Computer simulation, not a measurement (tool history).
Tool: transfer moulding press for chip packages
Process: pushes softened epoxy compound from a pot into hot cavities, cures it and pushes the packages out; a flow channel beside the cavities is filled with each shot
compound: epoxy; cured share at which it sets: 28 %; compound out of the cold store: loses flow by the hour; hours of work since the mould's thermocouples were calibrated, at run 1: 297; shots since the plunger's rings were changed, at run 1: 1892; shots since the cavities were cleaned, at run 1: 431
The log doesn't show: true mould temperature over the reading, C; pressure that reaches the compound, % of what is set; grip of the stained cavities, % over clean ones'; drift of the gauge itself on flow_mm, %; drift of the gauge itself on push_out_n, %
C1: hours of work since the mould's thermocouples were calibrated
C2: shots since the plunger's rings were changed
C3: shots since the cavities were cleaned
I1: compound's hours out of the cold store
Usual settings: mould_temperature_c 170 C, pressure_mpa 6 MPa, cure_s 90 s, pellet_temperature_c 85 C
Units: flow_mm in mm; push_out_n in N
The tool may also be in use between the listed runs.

{"run": 1, "hour": 0.0, "mould_temperature_c": 170, "pressure_mpa": 6, "cure_s": 90, "pellet_temperature_c": 85, "C1": 297, "C2": 1892, "C3": 431, "I1": 21.1, "flow_mm": 647, "push_out_n": 351}
{"hour": 21.4, "done": "cavities cleaned with cleaning compound and waxed"}
{"run": 2, "hour": 27.4, "mould_temperature_c": 170, "pressure_mpa": 6, "cure_s": 90, "pellet_temperature_c": 85, "C1": 313, "C2": 2186, "C3": 68, "I1": 28.7, "flow_mm": 628, "push_out_n": 232}
{"run": 3, "hour": 43.7, "mould_temperature_c": 170, "pressure_mpa": 6, "cure_s": 90, "pellet_temperature_c": 86, "C1": 324, "C2": 2372, "C3": 254, "I1": 26.6, "flow_mm": 629, "push_out_n": 295}
{"run": 4, "hour": 55.4, "mould_temperature_c": 165, "pressure_mpa": 6, "cure_s": 90, "pellet_temperature_c": 85, "C1": 331, "C2": 2503, "C3": 385, "I1": 35, "flow_mm": 629, "push_out_n": 413}
{"run": 5, "hour": 75.6, "mould_temperature_c": 165, "pressure_mpa": 6, "cure_s": 90, "pellet_temperature_c": 85, "C1": 344, "C2": 2733, "C3": 615, "I1": 28.8, "flow_mm": 641, "push_out_n": 470}
{"hour": 81.4, "done": "cavities cleaned with cleaning compound and waxed"}
{"run": 6, "hour": 91.6, "mould_temperature_c": 165, "pressure_mpa": 6, "cure_s": 90, "pellet_temperature_c": 85, "C1": 353, "C2": 2898, "C3": 116, "I1": 25.3, "flow_mm": 633, "push_out_n": 317}
{"run": 7, "hour": 111.7, "mould_temperature_c": 170, "pressure_mpa": 6, "cure_s": 90, "pellet_temperature_c": 77, "C1": 365, "C2": 3126, "C3": 344, "I1": 26.6, "flow_mm": 622, "push_out_n": 322}
{"run": 8, "hour": 136.3, "mould_temperature_c": 170, "pressure_mpa": 6, "cure_s": 110, "pellet_temperature_c": 85, "C1": 381, "C2": 3405, "C3": 623, "I1": 28.2, "flow_mm": 624, "push_out_n": 322}
{"hour": 141.2, "done": "cavities cleaned with cleaning compound and waxed"}
{"run": 9, "hour": 149.4, "mould_temperature_c": 170, "pressure_mpa": 6, "cure_s": 110, "pellet_temperature_c": 76, "C1": 388, "C2": 3537, "C3": 93, "I1": 42.6, "flow_mm": 603, "push_out_n": 206}
{"run": 10, "hour": 174.3, "mould_temperature_c": 170, "pressure_mpa": 6, "cure_s": 110, "pellet_temperature_c": 76, "C1": 404, "C2": 3820, "C3": 376, "I1": 37.1, "flow_mm": 606, "push_out_n": 284}
{"run": 11, "hour": 198.2, "mould_temperature_c": 170, "pressure_mpa": 6, "cure_s": 110, "pellet_temperature_c": 76, "C1": 419, "C2": 4091, "C3": 647, "I1": 25.5, "flow_mm": 629, "push_out_n": 328}
{"hour": 201.5, "done": "cavities cleaned with cleaning compound and waxed"}
{"run": 12, "hour": 222.5, "mould_temperature_c": 170, "pressure_mpa": 6, "cure_s": 110, "pellet_temperature_c": 76, "C1": 433, "C2": 4350, "C3": 238, "I1": 42.4, "flow_mm": 599, "push_out_n": 247}
{"run": 13, "hour": 236.3, "mould_temperature_c": 170, "pressure_mpa": 5.32, "cure_s": 90, "pellet_temperature_c": 85, "C1": 442, "C2": 4507, "C3": 395, "I1": 29.2, "flow_mm": 583, "push_out_n": 321}
{"hour": 261.0, "done": "cavities cleaned with cleaning compound and waxed"}
{"run": 14, "hour": 263.4, "mould_temperature_c": 170, "pressure_mpa": 5.32, "cure_s": 90, "pellet_temperature_c": 85, "C1": 458, "C2": 4797, "C3": 27, "I1": 14.7, "flow_mm": 600, "push_out_n": 210}
{"run": 15, "hour": 277.3, "mould_temperature_c": 170, "pressure_mpa": 5.32, "cure_s": 90, "pellet_temperature_c": 85, "C1": 467, "C2": 4956, "C3": 186, "I1": 21.8, "flow_mm": 589, "push_out_n": 273}
{"run": 16, "hour": 293.7, "mould_temperature_c": 167, "pressure_mpa": 6, "cure_s": 90, "pellet_temperature_c": 79, "C1": 477, "C2": 5142, "C3": 372, "I1": 17.3, "flow_mm": 639, "push_out_n": 359}
{"run": 17, "hour": 309.1, "mould_temperature_c": 170, "pressure_mpa": 6, "cure_s": 90, "pellet_temperature_c": 85, "C1": 487, "C2": 5316, "C3": 546, "I1": 39.1, "flow_mm": 600, "push_out_n": 350}
{"hour": 319.8, "done": "cavities cleaned with cleaning compound and waxed"}
{"run": 18, "hour": 335.3, "mould_temperature_c": 178, "pressure_mpa": 6.47, "cure_s": 90, "pellet_temperature_c": 85, "C1": 502, "C2": 5596, "C3": 176, "I1": 26.7, "flow_mm": 621, "push_out_n": 230}
{"hour": 349.7, "done": "mould's thermocouples calibrated"}
{"run": 19, "hour": 363.4, "mould_temperature_c": 176, "pressure_mpa": 6.47, "cure_s": 129, "pellet_temperature_c": 85, "C1": 9, "C2": 5893, "C3": 473, "I1": 24.2, "flow_mm": 629, "push_out_n": 286}
{"hour": 381.6, "done": "cavities cleaned with cleaning compound and waxed"}
{"run": 20, "hour": 382.0, "mould_temperature_c": 176, "pressure_mpa": 6.47, "cure_s": 129, "pellet_temperature_c": 85, "C1": 19, "C2": 6087, "C3": 5, "I1": 10.1, "flow_mm": 649, "push_out_n": 178}
{"run": 21, "hour": 401.9, "mould_temperature_c": 176, "pressure_mpa": 6.47, "cure_s": 129, "pellet_temperature_c": 85, "C1": 32, "C2": 6313, "C3": 231, "I1": 28.4, "flow_mm": 626, "push_out_n": 236}
{"hour": 406.4, "done": "plunger's sealing rings changed"}
{"run": 22, "hour": 418.7, "mould_temperature_c": 177, "pressure_mpa": 6.36, "cure_s": 96, "pellet_temperature_c": 80, "C1": 41, "C2": 140, "C3": 394, "I1": 13.8, "flow_mm": 671, "push_out_n": 281}
{"run": 23, "hour": 437.2, "mould_temperature_c": 177, "pressure_mpa": 6.36, "cure_s": 96, "pellet_temperature_c": 80, "C1": 52, "C2": 349, "C3": 603, "I1": 40.8, "flow_mm": 623, "push_out_n": 333}
{"hour": 442.7, "done": "cavities cleaned with cleaning compound and waxed"}
{"run": 24, "hour": 464.3, "mould_temperature_c": 163, "pressure_mpa": 6.34, "cure_s": 72, "pellet_temperature_c": 88, "C1": 68, "C2": 639, "C3": 244, "I1": 15.8, "flow_mm": 704, "push_out_n": 797}
{"run": 25, "hour": 479.2, "mould_temperature_c": 170, "pressure_mpa": 6.8, "cure_s": 90, "pellet_temperature_c": 85, "C1": 78, "C2": 809, "C3": 414, "I1": 22.1, "flow_mm": 688, "push_out_n": 338}
{"hour": 501.5, "done": "cavities cleaned with cleaning compound and waxed"}
{"run": 26, "hour": 506.1, "mould_temperature_c": 170, "pressure_mpa": 6.8, "cure_s": 90, "pellet_temperature_c": 85, "C1": 94, "C2": 1098, "C3": 52, "I1": 29.2, "flow_mm": 679, "push_out_n": 232}
{"run": 27, "hour": 521.5, "mould_temperature_c": 175, "pressure_mpa": 5.87, "cure_s": 82, "pellet_temperature_c": 81, "C1": 103, "C2": 1272, "C3": 226, "I1": 11.1, "flow_mm": 647, "push_out_n": 278}
{"run": 28, "hour": 540.3, "mould_temperature_c": 175, "pressure_mpa": 5.87, "cure_s": 103, "pellet_temperature_c": 81, "C1": 115, "C2": 1486, "C3": 440, "I1": 35.7, "flow_mm": 610, "push_out_n": 292}

Forecast each of these 4 alternatives for the next run:
{"run": "A", "hour": 551.6, "mould_temperature_c": 166, "pressure_mpa": 5.27, "cure_s": 103, "pellet_temperature_c": 81, "C1": 122, "C2": 1614, "C3": 568, "I1": 44.9, "flow_mm": "?", "push_out_n": "?"}
{"run": "B", "hour": 551.6, "mould_temperature_c": 165, "pressure_mpa": 5.87, "cure_s": 88, "pellet_temperature_c": 80, "C1": 122, "C2": 1614, "C3": 568, "I1": 30.1, "flow_mm": "?", "push_out_n": "?"}
{"run": "C", "hour": 551.6, "mould_temperature_c": 170, "pressure_mpa": 6, "cure_s": 117, "pellet_temperature_c": 85, "C1": 122, "C2": 1614, "C3": 568, "I1": 27.4, "flow_mm": "?", "push_out_n": "?"}
{"run": "D", "hour": 551.6, "mould_temperature_c": 167, "pressure_mpa": 5.87, "cure_s": 103, "pellet_temperature_c": 78, "C1": 122, "C2": 1614, "C3": 568, "I1": 22.4, "flow_mm": "?", "push_out_n": "?"}

run=A flow_mm=584 push_out_n=366
run=B flow_mm=637 push_out_n=528
run=C flow_mm=637 push_out_n=313
run=D flow_mm=649 push_out_n=361
Without the tool's hidden state the same runs would have given:
run=A flow_mm=593 push_out_n=203
run=B flow_mm=647 push_out_n=290
run=C flow_mm=647 push_out_n=170
run=D flow_mm=659 push_out_n=196
